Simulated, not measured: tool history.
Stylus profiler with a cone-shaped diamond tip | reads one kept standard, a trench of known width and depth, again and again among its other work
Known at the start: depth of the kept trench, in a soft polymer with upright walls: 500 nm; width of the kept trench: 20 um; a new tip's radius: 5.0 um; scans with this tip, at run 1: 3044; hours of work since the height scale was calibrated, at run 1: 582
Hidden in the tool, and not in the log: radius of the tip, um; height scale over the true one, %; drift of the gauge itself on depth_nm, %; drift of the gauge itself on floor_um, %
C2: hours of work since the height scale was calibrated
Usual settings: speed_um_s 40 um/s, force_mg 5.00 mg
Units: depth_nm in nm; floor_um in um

run 1 hour=0.0 | speed_um_s=40 force_mg=5.00 | scans_with_this_tip=3044 C2=582 | depth_nm=505.23 floor_um=14.55
run 2 hour=80.6 | speed_um_s=114 force_mg=5.00 | scans_with_this_tip=3377 C2=645 | depth_nm=505.17 floor_um=14.30
run 3 hour=172.0 | speed_um_s=32 force_mg=5.00 | scans_with_this_tip=3755 C2=718 | depth_nm=505.13 floor_um=14.36
run 4 hour=283.1 | speed_um_s=32 force_mg=5.00 | scans_with_this_tip=4215 C2=805 | depth_nm=505.01 floor_um=14.21
run 5 hour=360.2 | speed_um_s=40 force_mg=5.00 | scans_with_this_tip=4534 C2=866 | depth_nm=504.85 floor_um=14.16
run 6 hour=424.9 | speed_um_s=97 force_mg=5.00 | scans_with_this_tip=4802 C2=918 | depth_nm=504.79 floor_um=13.97
run 7 hour=501.3 | speed_um_s=97 force_mg=4.73 | scans_with_this_tip=5118 C2=978 | depth_nm=504.76 floor_um=13.90
run 8 hour=581.3 | speed_um_s=97 force_mg=4.73 | scans_with_this_tip=5448 C2=1041 | depth_nm=504.34 floor_um=13.78
run 9 hour=650.6 | speed_um_s=97 force_mg=4.73 | scans_with_this_tip=5735 C2=1096 | depth_nm=504.17 floor_um=13.66
run 10 hour=743.2 | speed_um_s=40 force_mg=5.00 | scans_with_this_tip=6118 C2=1169 | depth_nm=504.81 floor_um=13.69
run 11 hour=827.0 | speed_um_s=40 force_mg=5.00 | scans_with_this_tip=6465 C2=1235 | depth_nm=504.43 floor_um=13.62
run 12 hour=923.6 | speed_um_s=40 force_mg=5.00 | scans_with_this_tip=6864 C2=1312 | depth_nm=504.46 floor_um=13.43
run 13 hour=1035.1 | speed_um_s=40 force_mg=5.00 | scans_with_this_tip=7326 C2=1400 | depth_nm=504.26 floor_um=13.37
run 14 hour=1133.6 | speed_um_s=40 force_mg=5.00 | scans_with_this_tip=7733 C2=1478 | depth_nm=504.08 floor_um=13.25
run 15 hour=1230.0 | speed_um_s=12 force_mg=2.03 | scans_with_this_tip=8132 C2=1554 | depth_nm=501.49 floor_um=13.28
run 16 hour=1302.0 | speed_um_s=12 force_mg=2.03 | scans_with_this_tip=8430 C2=1611 | depth_nm=501.54 floor_um=13.12
run 17 hour=1359.8 | speed_um_s=20 force_mg=3.56 | scans_with_this_tip=8669 C2=1657 | depth_nm=503.08 floor_um=13.08
run 18 hour=1473.6 | speed_um_s=63 force_mg=11.27 | scans_with_this_tip=9140 C2=1747 | depth_nm=508.15 floor_um=12.98
run 19 hour=1565.4 | speed_um_s=63 force_mg=11.27 | scans_with_this_tip=9520 C2=1819 | depth_nm=508.10 floor_um=12.89
run 20 hour=1611.3 | speed_um_s=40 force_mg=3.97 | scans_with_this_tip=9709 C2=1855 | depth_nm=503.21 floor_um=12.84
run 21 hour=1676.0 | speed_um_s=40 force_mg=3.97 | scans_with_this_tip=9977 C2=1907 | depth_nm=502.62 floor_um=12.81
run 22 hour=1780.8 | speed_um_s=136 force_mg=4.80 | scans_with_this_tip=10410 C2=1989 | depth_nm=503.59 floor_um=12.49
-- hour=1868.2 new tip fitted, height scale calibrated
run 23 hour=1887.6 | speed_um_s=136 force_mg=4.80 | scans_with_this_tip=80 C2=15 | depth_nm=505.71 floor_um=15.33
run 24 hour=1992.9 | speed_um_s=136 force_mg=4.80 | scans_with_this_tip=516 C2=99 | depth_nm=505.27 floor_um=15.18
run 25 hour=2078.3 | speed_um_s=46 force_mg=2.09 | scans_with_this_tip=869 C2=166 | depth_nm=502.95 floor_um=15.17
run 26 hour=2177.1 | speed_um_s=46 force_mg=2.09 | scans_with_this_tip=1278 C2=244 | depth_nm=502.99 floor_um=15.03
run 27 hour=2271.5 | speed_um_s=46 force_mg=2.09 | scans_with_this_tip=1668 C2=319 | depth_nm=502.91 floor_um=14.91

3 ways to go on from here, each from the tool as it stands after run 27. What would each give?
run A hour=2354.2 | speed_um_s=40 force_mg=3.77 | scans_with_this_tip=2010 C2=384 | depth_nm=? floor_um=?
run B hour=2354.2 | speed_um_s=116 force_mg=2.09 | scans_with_this_tip=2010 C2=384 | depth_nm=? floor_um=?
run C hour=2354.2 | speed_um_s=42 force_mg=7.23 | scans_with_this_tip=2010 C2=384 | depth_nm=? floor_um=?

run=A depth_nm=504.29 floor_um=14.86
run=B depth_nm=502.67 floor_um=14.63
run=C depth_nm=506.79 floor_um=14.88
Without the tool's hidden state the same runs would have given:
run=A depth_nm=504.73 floor_um=15.58
run=B depth_nm=503.11 floor_um=15.36
run=C depth_nm=507.23 floor_um=15.60
